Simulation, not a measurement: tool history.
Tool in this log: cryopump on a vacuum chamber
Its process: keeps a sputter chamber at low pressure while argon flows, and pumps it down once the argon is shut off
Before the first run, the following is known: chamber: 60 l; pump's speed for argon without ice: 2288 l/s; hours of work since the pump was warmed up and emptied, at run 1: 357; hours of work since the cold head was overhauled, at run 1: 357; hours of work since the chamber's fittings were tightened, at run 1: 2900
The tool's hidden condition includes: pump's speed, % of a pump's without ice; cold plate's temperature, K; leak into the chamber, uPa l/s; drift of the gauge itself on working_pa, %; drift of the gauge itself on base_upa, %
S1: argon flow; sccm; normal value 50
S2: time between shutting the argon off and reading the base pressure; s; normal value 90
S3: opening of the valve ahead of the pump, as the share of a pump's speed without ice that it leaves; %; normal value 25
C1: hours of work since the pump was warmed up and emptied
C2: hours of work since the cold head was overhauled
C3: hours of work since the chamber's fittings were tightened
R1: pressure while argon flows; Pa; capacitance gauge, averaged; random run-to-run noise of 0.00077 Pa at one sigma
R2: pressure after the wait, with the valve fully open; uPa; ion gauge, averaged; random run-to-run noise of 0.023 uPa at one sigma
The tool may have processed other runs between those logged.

run,hour,S1,S2,S3,C1,C2,C3,R1,R2
1,0.0,50,90,25,357,357,2900,0.1547,1.57
2,9.4,50,90,25,363,363,2906,0.1576,1.59
3,19.5,50,90,25,370,370,2913,0.1576,1.61
4,33.5,51,90,25,379,379,2922,0.1592,1.61
5,48.1,51,90,25,389,389,2932,0.1620,1.59
6,56.6,51,90,25,394,394,2937,0.1615,1.63
7,69.0,51,90,25,403,403,2946,0.1619,1.58
8,80.9,75,90,25,410,410,2953,0.2354,1.56
9,96.6,75,90,25,421,421,2964,0.2364,1.62
10,104.8,75,90,25,426,426,2969,0.2382,1.68
11,119.7,75,90,25,436,436,2979,0.2392,1.69
12,131.3,75,90,25,444,444,2987,0.2386,1.67
13,145.4,75,90,25,453,453,2996,0.2394,1.67
14,151.9,75,90,25,457,457,3000,0.2396,1.69
15,166.9,75,90,25,467,467,3010,0.2411,1.71
16,175.9,75,90,25,473,473,3016,0.2391,1.63
17,186.1,75,90,25,480,480,3023,0.2407,1.68
18,193.8,26,158,25,485,485,3028,0.0844,1.43
19,202.4,26,158,21,490,490,3033,0.0983,1.48
20,209.2,37,38,21,495,495,3038,0.1405,2.62
21,222.3,54,20,49,503,503,3046,0.0967,3.97
22,229.9,54,20,49,508,508,3051,0.0961,3.96
23,241.9,50,225,25,516,516,3059,0.1622,1.36
24,255.2,41,162,19,525,525,3068,0.1723,1.46
25,268.9,68,90,18,534,534,3077,0.2992,1.72
26,276.9,31,90,18,539,539,3082,0.1358,1.78
27,286.8,22,43,25,546,546,3089,0.0715,2.43
28,298.8,22,43,25,554,554,3097,0.0712,2.45
29,312.3,80,27,25,563,563,3106,0.2628,3.19
30,325.4,80,27,25,571,571,3114,0.2626,3.32
31,334.8,80,65,19,577,577,3120,0.3375,2.04
32,343.9,50,90,28,583,583,3126,0.1488,1.81
# hour 356.2: pump warmed up, emptied and cooled again
33,363.1,53,167,47,5,593,3136,0.0846,1.17
34,377.6,53,167,47,14,602,3145,0.0841,1.22

How the hidden state differs across the entries between the runs, from the last listed run before each to the first after it:
In the gap between runs 32 and 33: pump warmed up, emptied and cooled again (hour 356.2)
  pump's speed, % of a pump's without ice: 69.7 -> 99.7; cold plate's temperature, K: 12.45 -> 12.46; leak into the chamber, uPa l/s: 1862 -> 1866
  measured value less the no-hidden-state value, R1: +0.0165 -> +0.0005 Pa; R2: +1.04 -> +0.70 uPa
